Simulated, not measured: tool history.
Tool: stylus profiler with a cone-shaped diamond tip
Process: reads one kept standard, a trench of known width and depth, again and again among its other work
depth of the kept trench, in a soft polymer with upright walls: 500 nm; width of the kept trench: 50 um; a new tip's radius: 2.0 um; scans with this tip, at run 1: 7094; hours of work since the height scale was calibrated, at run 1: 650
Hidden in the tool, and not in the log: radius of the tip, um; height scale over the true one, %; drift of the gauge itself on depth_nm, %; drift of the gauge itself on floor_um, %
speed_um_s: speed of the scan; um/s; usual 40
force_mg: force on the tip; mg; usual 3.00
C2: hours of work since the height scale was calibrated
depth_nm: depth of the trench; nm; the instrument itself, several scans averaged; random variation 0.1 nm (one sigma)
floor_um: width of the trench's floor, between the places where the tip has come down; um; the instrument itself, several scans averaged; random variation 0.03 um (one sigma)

run 1 hour=0.0 | speed_um_s=40 force_mg=3.00 | scans_with_this_tip=7094 C2=650 | depth_nm=507.98 floor_um=46.56
run 2 hour=23.8 | speed_um_s=40 force_mg=3.00 | scans_with_this_tip=7201 C2=660 | depth_nm=508.08 floor_um=46.56
run 3 hour=62.1 | speed_um_s=40 force_mg=3.00 | scans_with_this_tip=7374 C2=676 | depth_nm=508.07 floor_um=46.53
run 4 hour=103.1 | speed_um_s=40 force_mg=3.00 | scans_with_this_tip=7559 C2=693 | depth_nm=508.31 floor_um=46.57
run 5 hour=122.6 | speed_um_s=36 force_mg=3.00 | scans_with_this_tip=7647 C2=701 | depth_nm=508.07 floor_um=46.55
run 6 hour=155.3 | speed_um_s=40 force_mg=3.00 | scans_with_this_tip=7794 C2=714 | depth_nm=508.41 floor_um=46.50
run 7 hour=197.0 | speed_um_s=40 force_mg=3.00 | scans_with_this_tip=7983 C2=731 | depth_nm=508.29 floor_um=46.49
run 8 hour=217.4 | speed_um_s=41 force_mg=3.00 | scans_with_this_tip=8075 C2=740 | depth_nm=508.28 floor_um=46.48
run 9 hour=246.4 | speed_um_s=41 force_mg=3.00 | scans_with_this_tip=8205 C2=752 | depth_nm=508.30 floor_um=46.55
run 10 hour=276.7 | speed_um_s=76 force_mg=4.12 | scans_with_this_tip=8342 C2=764 | depth_nm=509.95 floor_um=46.43
run 11 hour=296.1 | speed_um_s=76 force_mg=4.12 | scans_with_this_tip=8430 C2=772 | depth_nm=509.84 floor_um=46.39
run 12 hour=324.4 | speed_um_s=55 force_mg=1.52 | scans_with_this_tip=8558 C2=784 | depth_nm=505.88 floor_um=46.40
run 13 hour=343.6 | speed_um_s=74 force_mg=8.65 | scans_with_this_tip=8644 C2=792 | depth_nm=515.67 floor_um=46.44
run 14 hour=366.7 | speed_um_s=74 force_mg=8.65 | scans_with_this_tip=8749 C2=802 | depth_nm=515.67 floor_um=46.43
run 15 hour=389.0 | speed_um_s=151 force_mg=1.16 | scans_with_this_tip=8849 C2=811 | depth_nm=504.95 floor_um=46.04
run 16 hour=414.8 | speed_um_s=14 force_mg=2.28 | scans_with_this_tip=8966 C2=822 | depth_nm=507.28 floor_um=46.47
run 17 hour=433.1 | speed_um_s=91 force_mg=4.32 | scans_with_this_tip=9048 C2=829 | depth_nm=510.26 floor_um=46.35

Some steps in depth_nm between neighbouring runs. How much of each would the tool show without its hidden state too (settings, what came in, random variation), and how much is left for the hidden state, with any gauge scatter that isn't in both results?
Run 12 -> 13: speed_um_s 55 -> 74, force_mg 1.52 -> 8.65. depth_nm +9.79 nm: hidden state +0.04, all else +9.75.
Run 14 -> 15: speed_um_s 74 -> 151, force_mg 8.65 -> 1.16. depth_nm -10.72 nm: hidden state -0.01, all else -10.71.

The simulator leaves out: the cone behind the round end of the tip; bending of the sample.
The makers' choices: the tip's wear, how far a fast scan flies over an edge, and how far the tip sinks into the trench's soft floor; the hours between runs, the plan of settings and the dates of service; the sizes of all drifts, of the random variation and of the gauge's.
